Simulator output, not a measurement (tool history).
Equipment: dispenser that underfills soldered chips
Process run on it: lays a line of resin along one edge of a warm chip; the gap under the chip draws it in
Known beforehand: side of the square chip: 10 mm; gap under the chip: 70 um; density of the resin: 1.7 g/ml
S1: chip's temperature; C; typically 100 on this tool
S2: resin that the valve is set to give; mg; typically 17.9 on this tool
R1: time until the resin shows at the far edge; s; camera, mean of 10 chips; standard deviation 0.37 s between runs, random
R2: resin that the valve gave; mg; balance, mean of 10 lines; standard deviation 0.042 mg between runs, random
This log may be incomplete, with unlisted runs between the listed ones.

Run 1, hour 0.0: usual settings. Result: R1 22.3 s, R2 17.51 mg.
Run 2, hour 5.1: usual settings. Result: R1 26.3 s, R2 17.49 mg.
At hour 7.6: new syringe of resin.
Run 3, hour 10.7: usual settings. Result: R1 23.1 s, R2 17.49 mg.
Run 4, hour 15.3: usual settings. Result: R1 26.7 s, R2 17.44 mg.
At hour 16.9: new syringe of resin.
Run 5, hour 20.0: usual settings. Result: R1 23.5 s, R2 17.34 mg.
At hour 25.7: new syringe of resin.
Run 6, hour 25.8: usual settings. Result: R1 21.6 s, R2 17.41 mg.
Run 7, hour 30.3: usual settings but S2 16.2 mg. Result: R1 25.0 s, R2 15.77 mg.
Run 8, hour 33.9: usual settings but S2 16.2 mg. Result: R1 28.2 s, R2 15.70 mg.
At hour 34.6: new syringe of resin.
Run 9, hour 37.5: usual settings but S2 16.2 mg. Result: R1 24.5 s, R2 15.62 mg.
Run 10, hour 42.5: usual settings but S2 15.8 mg. Result: R1 28.2 s, R2 15.25 mg.
At hour 43.8: new syringe of resin.
Run 11, hour 45.5: usual settings. Result: R1 22.6 s, R2 17.38 mg.
Run 12, hour 49.6: usual settings. Result: R1 26.0 s, R2 17.30 mg.
At hour 53.0: new syringe of resin.
Run 13, hour 54.5: usual settings. Result: R1 22.8 s, R2 17.21 mg.
Run 14, hour 60.1: usual settings but S1 106 C. Result: R1 22.3 s, R2 17.19 mg.
At hour 62.0: new syringe of resin.
Run 15, hour 65.5: usual settings. Result: R1 24.7 s, R2 17.17 mg.
Run 16, hour 67.8: usual settings. Result: R1 25.8 s, R2 17.17 mg.
At hour 70.9: new syringe of resin.
Run 17, hour 72.6: usual settings. Result: R1 22.9 s, R2 17.13 mg.
Run 18, hour 76.8: usual settings. Result: R1 25.6 s, R2 17.05 mg.
At hour 80.0: new syringe of resin.
Run 19, hour 81.2: usual settings but S2 18.9 mg. Result: R1 22.3 s, R2 18.04 mg.
Run 20, hour 84.0: usual settings but S1 89 C, S2 16.3 mg. Result: R1 33.9 s, R2 15.53 mg.
Run 21, hour 86.5: usual settings but S1 113 C, S2 18.8 mg. Result: R1 19.0 s, R2 17.83 mg.

The next listed run, before its measurement:
At hour 89.1: new syringe of resin.
Run 22, hour 91.1: usual settings but S1 113 C, S2 18.8 mg. Result: R1 ?, R2 ?.

{"run 22": {"R1": 16.6, "R2": 17.86}}
Were there no unlogged condition in the tool, this run, its random variation unchanged, would have produced R1 15.1 s, R2 18.79 mg.

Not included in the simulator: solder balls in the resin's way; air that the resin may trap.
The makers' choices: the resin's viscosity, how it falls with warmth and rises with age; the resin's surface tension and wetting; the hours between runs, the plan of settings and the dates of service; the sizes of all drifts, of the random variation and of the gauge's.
